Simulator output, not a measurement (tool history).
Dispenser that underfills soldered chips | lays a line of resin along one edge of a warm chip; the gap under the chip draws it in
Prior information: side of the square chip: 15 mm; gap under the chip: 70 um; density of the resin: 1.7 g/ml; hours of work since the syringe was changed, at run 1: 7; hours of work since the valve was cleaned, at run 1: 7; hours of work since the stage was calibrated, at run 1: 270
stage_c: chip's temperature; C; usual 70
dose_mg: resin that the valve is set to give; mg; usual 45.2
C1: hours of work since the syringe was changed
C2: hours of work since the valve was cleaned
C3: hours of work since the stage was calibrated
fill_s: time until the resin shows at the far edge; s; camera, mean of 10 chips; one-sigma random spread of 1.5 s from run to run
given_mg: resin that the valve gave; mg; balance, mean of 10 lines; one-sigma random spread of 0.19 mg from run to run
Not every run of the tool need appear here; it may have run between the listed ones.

{"run": 1, "day": 0.0, "stage_c": 70, "dose_mg": 45.2, "C1": 7, "C2": 7, "C3": 270, "fill_s": 191.6, "given_mg": 45.17}
{"day": 0.05, "done": "new syringe of resin"}
{"run": 2, "day": 0.296, "stage_c": 64, "dose_mg": 45.2, "C1": 4, "C2": 11, "C3": 274, "fill_s": 226.5, "given_mg": 44.84}
{"day": 0.508, "done": "new syringe of resin"}
{"run": 3, "day": 0.658, "stage_c": 78, "dose_mg": 45.2, "C1": 2, "C2": 17, "C3": 280, "fill_s": 104.7, "given_mg": 44.51}
{"day": 0.975, "done": "new syringe of resin"}
{"run": 4, "day": 0.979, "stage_c": 70, "dose_mg": 45.2, "C1": 0, "C2": 22, "C3": 285, "fill_s": 137.9, "given_mg": 44.52}
{"run": 5, "day": 1.375, "stage_c": 70, "dose_mg": 45.2, "C1": 7, "C2": 28, "C3": 291, "fill_s": 195.3, "given_mg": 44.03}
{"day": 1.433, "done": "new syringe of resin"}
{"run": 6, "day": 1.812, "stage_c": 70, "dose_mg": 45.2, "C1": 6, "C2": 35, "C3": 298, "fill_s": 187.8, "given_mg": 43.99}
{"day": 1.908, "done": "new syringe of resin"}
{"run": 7, "day": 2.312, "stage_c": 70, "dose_mg": 45.2, "C1": 6, "C2": 43, "C3": 306, "fill_s": 194.1, "given_mg": 43.49}
{"day": 2.379, "done": "new syringe of resin"}
{"run": 8, "day": 2.779, "stage_c": 70, "dose_mg": 45.2, "C1": 7, "C2": 50, "C3": 313, "fill_s": 196.4, "given_mg": 43.21}
{"day": 2.846, "done": "new syringe of resin"}
{"run": 9, "day": 3.125, "stage_c": 70, "dose_mg": 45.2, "C1": 4, "C2": 56, "C3": 319, "fill_s": 173.7, "given_mg": 42.96}
{"day": 3.342, "done": "new syringe of resin"}
{"run": 10, "day": 3.496, "stage_c": 70, "dose_mg": 39.7, "C1": 2, "C2": 61, "C3": 325, "fill_s": 157.3, "given_mg": 37.48}
{"day": 3.567, "done": "dispensing valve cleaned and set on the balance"}
{"day": 3.842, "done": "new syringe of resin"}
{"run": 11, "day": 4.05, "stage_c": 61, "dose_mg": 39.7, "C1": 3, "C2": 8, "C3": 333, "fill_s": 266.1, "given_mg": 39.81}
{"day": 4.3, "done": "new syringe of resin"}
{"run": 12, "day": 4.542, "stage_c": 84, "dose_mg": 45.5, "C1": 4, "C2": 15, "C3": 340, "fill_s": 82.1, "given_mg": 44.68}
{"day": 4.75, "done": "new syringe of resin"}
{"day": 5.212, "done": "new syringe of resin"}
{"run": 13, "day": 5.225, "stage_c": 64, "dose_mg": 57.9, "C1": 0, "C2": 26, "C3": 351, "fill_s": 183.2, "given_mg": 56.39}
{"day": 5.667, "done": "new syringe of resin"}
{"run": 14, "day": 5.667, "stage_c": 76, "dose_mg": 45.2, "C1": 0, "C2": 33, "C3": 358, "fill_s": 99, "given_mg": 43.69}
{"run": 15, "day": 6.033, "stage_c": 80, "dose_mg": 50, "C1": 6, "C2": 39, "C3": 364, "fill_s": 110.1, "given_mg": 48.15}
{"day": 6.129, "done": "new syringe of resin"}
{"run": 16, "day": 6.458, "stage_c": 67, "dose_mg": 56.6, "C1": 5, "C2": 46, "C3": 371, "fill_s": 204.1, "given_mg": 54.09}
{"day": 6.579, "done": "new syringe of resin"}
{"run": 17, "day": 6.738, "stage_c": 77, "dose_mg": 51.4, "C1": 3, "C2": 50, "C3": 375, "fill_s": 109.6, "given_mg": 49.32}
{"day": 7.029, "done": "new syringe of resin"}
{"run": 18, "day": 7.242, "stage_c": 72, "dose_mg": 43.5, "C1": 3, "C2": 58, "C3": 383, "fill_s": 151.3, "given_mg": 41.43}
{"day": 7.488, "done": "new syringe of resin"}
{"day": 7.529, "done": "dispensing valve cleaned and set on the balance"}
{"run": 19, "day": 7.738, "stage_c": 70, "dose_mg": 47.5, "C1": 3, "C2": 3, "C3": 390, "fill_s": 160.9, "given_mg": 47.28}
{"day": 8.004, "done": "new syringe of resin"}
{"run": 20, "day": 8.246, "stage_c": 70, "dose_mg": 47.5, "C1": 4, "C2": 11, "C3": 398, "fill_s": 167.1, "given_mg": 46.75}
{"day": 8.492, "done": "new syringe of resin"}
{"run": 21, "day": 8.675, "stage_c": 58, "dose_mg": 41.5, "C1": 3, "C2": 18, "C3": 405, "fill_s": 309.9, "given_mg": 40.9}
{"day": 8.954, "done": "new syringe of resin"}
{"run": 22, "day": 9.238, "stage_c": 71, "dose_mg": 56.7, "C1": 5, "C2": 27, "C3": 414, "fill_s": 162.9, "given_mg": 55.38}

Alternative continuations, all from the tool just after run 22; predict every row:
{"day": 9.429, "done": "new syringe of resin"}
{"run": "A", "day": 9.733, "stage_c": 81, "dose_mg": 39.6, "C1": 5, "C2": 35, "C3": 422, "fill_s": "?", "given_mg": "?"}
{"day": 9.429, "done": "new syringe of resin"}
{"run": "B", "day": 9.733, "stage_c": 62, "dose_mg": 56.7, "C1": 5, "C2": 35, "C3": 422, "fill_s": "?", "given_mg": "?"}
{"day": 9.429, "done": "new syringe of resin"}
{"run": "C", "day": 9.733, "stage_c": 67, "dose_mg": 42.5, "C1": 5, "C2": 35, "C3": 422, "fill_s": "?", "given_mg": "?"}

run=A fill_s=101.3 given_mg=38.14
run=B fill_s=262.8 given_mg=55.24
run=C fill_s=206.7 given_mg=41.23
The same runs, with their run-to-run variation unchanged, on a tool lacking any hidden condition would have given:
run=A fill_s=82.3 given_mg=39.37
run=B fill_s=216.2 given_mg=57.03
run=C fill_s=168.9 given_mg=42.56

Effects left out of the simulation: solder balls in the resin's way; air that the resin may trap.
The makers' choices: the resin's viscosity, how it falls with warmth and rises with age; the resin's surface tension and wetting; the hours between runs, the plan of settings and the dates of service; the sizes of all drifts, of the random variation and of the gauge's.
